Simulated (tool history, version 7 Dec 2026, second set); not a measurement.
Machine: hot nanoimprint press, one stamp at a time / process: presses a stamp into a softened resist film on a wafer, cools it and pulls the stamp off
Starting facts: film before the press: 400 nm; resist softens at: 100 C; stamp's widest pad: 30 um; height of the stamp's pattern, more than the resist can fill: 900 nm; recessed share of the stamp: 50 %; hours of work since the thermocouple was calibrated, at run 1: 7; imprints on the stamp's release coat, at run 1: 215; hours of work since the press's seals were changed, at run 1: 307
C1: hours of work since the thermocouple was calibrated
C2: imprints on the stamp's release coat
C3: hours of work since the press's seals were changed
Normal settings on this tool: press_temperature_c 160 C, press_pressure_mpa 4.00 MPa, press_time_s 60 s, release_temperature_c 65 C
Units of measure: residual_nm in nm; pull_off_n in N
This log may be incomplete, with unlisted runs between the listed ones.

{"run": 1, "hour": 0.0, "press_temperature_c": 160, "press_pressure_mpa": 4.0, "press_time_s": 60, "release_temperature_c": 65, "C1": 7, "C2": 215, "C3": 307, "residual_nm": 234.7, "pull_off_n": 198}
{"run": 2, "hour": 11.5, "press_temperature_c": 160, "press_pressure_mpa": 4.0, "press_time_s": 60, "release_temperature_c": 65, "C1": 11, "C2": 239, "C3": 312, "residual_nm": 233.7, "pull_off_n": 191}
{"run": 3, "hour": 23.9, "press_temperature_c": 160, "press_pressure_mpa": 4.0, "press_time_s": 60, "release_temperature_c": 65, "C1": 16, "C2": 264, "C3": 317, "residual_nm": 234.7, "pull_off_n": 190}
{"run": 4, "hour": 36.2, "press_temperature_c": 160, "press_pressure_mpa": 4.0, "press_time_s": 60, "release_temperature_c": 65, "C1": 21, "C2": 290, "C3": 322, "residual_nm": 237.0, "pull_off_n": 197}
{"run": 5, "hour": 58.8, "press_temperature_c": 160, "press_pressure_mpa": 4.0, "press_time_s": 60, "release_temperature_c": 65, "C1": 31, "C2": 336, "C3": 331, "residual_nm": 236.7, "pull_off_n": 193}
{"run": 6, "hour": 69.2, "press_temperature_c": 160, "press_pressure_mpa": 4.0, "press_time_s": 60, "release_temperature_c": 65, "C1": 35, "C2": 358, "C3": 335, "residual_nm": 235.3, "pull_off_n": 201}
{"run": 7, "hour": 90.8, "press_temperature_c": 160, "press_pressure_mpa": 4.0, "press_time_s": 60, "release_temperature_c": 65, "C1": 43, "C2": 402, "C3": 344, "residual_nm": 233.6, "pull_off_n": 191}
{"run": 8, "hour": 112.3, "press_temperature_c": 160, "press_pressure_mpa": 4.0, "press_time_s": 60, "release_temperature_c": 65, "C1": 52, "C2": 446, "C3": 352, "residual_nm": 235.2, "pull_off_n": 193}
{"run": 9, "hour": 127.0, "press_temperature_c": 160, "press_pressure_mpa": 4.0, "press_time_s": 60, "release_temperature_c": 65, "C1": 58, "C2": 477, "C3": 358, "residual_nm": 232.2, "pull_off_n": 195}
{"run": 10, "hour": 148.1, "press_temperature_c": 160, "press_pressure_mpa": 4.0, "press_time_s": 35, "release_temperature_c": 65, "C1": 66, "C2": 520, "C3": 367, "residual_nm": 271.0, "pull_off_n": 201}
{"run": 11, "hour": 162.7, "press_temperature_c": 160, "press_pressure_mpa": 4.0, "press_time_s": 35, "release_temperature_c": 65, "C1": 72, "C2": 550, "C3": 372, "residual_nm": 274.4, "pull_off_n": 201}
{"run": 12, "hour": 180.7, "press_temperature_c": 160, "press_pressure_mpa": 5.77, "press_time_s": 35, "release_temperature_c": 65, "C1": 79, "C2": 587, "C3": 380, "residual_nm": 242.0, "pull_off_n": 198}
{"run": 13, "hour": 195.6, "press_temperature_c": 160, "press_pressure_mpa": 5.77, "press_time_s": 35, "release_temperature_c": 65, "C1": 85, "C2": 618, "C3": 386, "residual_nm": 243.6, "pull_off_n": 190}
{"run": 14, "hour": 217.0, "press_temperature_c": 160, "press_pressure_mpa": 5.77, "press_time_s": 35, "release_temperature_c": 65, "C1": 94, "C2": 662, "C3": 394, "residual_nm": 242.1, "pull_off_n": 202}
{"run": 15, "hour": 229.2, "press_temperature_c": 160, "press_pressure_mpa": 5.77, "press_time_s": 35, "release_temperature_c": 65, "C1": 99, "C2": 687, "C3": 399, "residual_nm": 243.3, "pull_off_n": 197}
{"run": 16, "hour": 251.7, "press_temperature_c": 149, "press_pressure_mpa": 2.81, "press_time_s": 106, "release_temperature_c": 50, "C1": 108, "C2": 733, "C3": 408, "residual_nm": 322.6, "pull_off_n": 240}
{"run": 17, "hour": 268.3, "press_temperature_c": 149, "press_pressure_mpa": 2.81, "press_time_s": 106, "release_temperature_c": 50, "C1": 115, "C2": 767, "C3": 415, "residual_nm": 320.0, "pull_off_n": 240}
{"run": 18, "hour": 282.2, "press_temperature_c": 160, "press_pressure_mpa": 4.0, "press_time_s": 38, "release_temperature_c": 61, "C1": 120, "C2": 796, "C3": 421, "residual_nm": 269.4, "pull_off_n": 219}
{"run": 19, "hour": 295.2, "press_temperature_c": 160, "press_pressure_mpa": 4.0, "press_time_s": 80, "release_temperature_c": 61, "C1": 126, "C2": 823, "C3": 426, "residual_nm": 213.0, "pull_off_n": 207}
{"run": 20, "hour": 313.1, "press_temperature_c": 152, "press_pressure_mpa": 5.97, "press_time_s": 88, "release_temperature_c": 71, "C1": 133, "C2": 860, "C3": 433, "residual_nm": 250.5, "pull_off_n": 191}
{"run": 21, "hour": 333.6, "press_temperature_c": 152, "press_pressure_mpa": 5.97, "press_time_s": 88, "release_temperature_c": 55, "C1": 141, "C2": 902, "C3": 441, "residual_nm": 248.3, "pull_off_n": 218}
{"run": 22, "hour": 352.1, "press_temperature_c": 152, "press_pressure_mpa": 5.97, "press_time_s": 88, "release_temperature_c": 55, "C1": 148, "C2": 940, "C3": 449, "residual_nm": 248.5, "pull_off_n": 222}
{"hour": 361.4, "done": "stamp cleaned and given a new release coat"}
{"run": 23, "hour": 379.1, "press_temperature_c": 152, "press_pressure_mpa": 5.97, "press_time_s": 88, "release_temperature_c": 55, "C1": 157, "C2": 36, "C3": 457, "residual_nm": 245.7, "pull_off_n": 222}
{"run": 24, "hour": 397.6, "press_temperature_c": 153, "press_pressure_mpa": 4.0, "press_time_s": 83, "release_temperature_c": 50, "C1": 164, "C2": 74, "C3": 464, "residual_nm": 279.0, "pull_off_n": 225}
{"run": 25, "hour": 413.0, "press_temperature_c": 161, "press_pressure_mpa": 4.0, "press_time_s": 83, "release_temperature_c": 51, "C1": 170, "C2": 106, "C3": 471, "residual_nm": 203.2, "pull_off_n": 234}
{"run": 26, "hour": 426.6, "press_temperature_c": 161, "press_pressure_mpa": 4.0, "press_time_s": 83, "release_temperature_c": 51, "C1": 176, "C2": 134, "C3": 476, "residual_nm": 201.1, "pull_off_n": 236}
{"run": 27, "hour": 439.1, "press_temperature_c": 165, "press_pressure_mpa": 4.0, "press_time_s": 38, "release_temperature_c": 65, "C1": 181, "C2": 160, "C3": 481, "residual_nm": 225.6, "pull_off_n": 197}
{"run": 28, "hour": 458.7, "press_temperature_c": 165, "press_pressure_mpa": 4.0, "press_time_s": 78, "release_temperature_c": 72, "C1": 189, "C2": 200, "C3": 489, "residual_nm": 174.8, "pull_off_n": 181}
{"run": 29, "hour": 473.3, "press_temperature_c": 165, "press_pressure_mpa": 4.0, "press_time_s": 78, "release_temperature_c": 72, "C1": 195, "C2": 230, "C3": 495, "residual_nm": 174.4, "pull_off_n": 184}
{"run": 30, "hour": 490.0, "press_temperature_c": 165, "press_pressure_mpa": 4.0, "press_time_s": 78, "release_temperature_c": 72, "C1": 201, "C2": 264, "C3": 502, "residual_nm": 176.2, "pull_off_n": 179}

Here are 3 independent what-if runs from the current tool condition. What would each one return?
{"run": "A", "hour": 503.5, "press_temperature_c": 165, "press_pressure_mpa": 3.62, "press_time_s": 78, "release_temperature_c": 72, "C1": 207, "C2": 292, "C3": 507, "residual_nm": "?", "pull_off_n": "?"}
{"run": "B", "hour": 503.5, "press_temperature_c": 165, "press_pressure_mpa": 3.53, "press_time_s": 55, "release_temperature_c": 71, "C1": 207, "C2": 292, "C3": 507, "residual_nm": "?", "pull_off_n": "?"}
{"run": "C", "hour": 503.5, "press_temperature_c": 165, "press_pressure_mpa": 4.22, "press_time_s": 48, "release_temperature_c": 72, "C1": 207, "C2": 292, "C3": 507, "residual_nm": "?", "pull_off_n": "?"}

run=A residual_nm=183.2 pull_off_n=181
run=B residual_nm=210.3 pull_off_n=170
run=C residual_nm=204.8 pull_off_n=179
Without the tool's hidden state the same runs would have given:
run=A residual_nm=182.9 pull_off_n=181
run=B residual_nm=210.0 pull_off_n=169
run=C residual_nm=204.5 pull_off_n=179
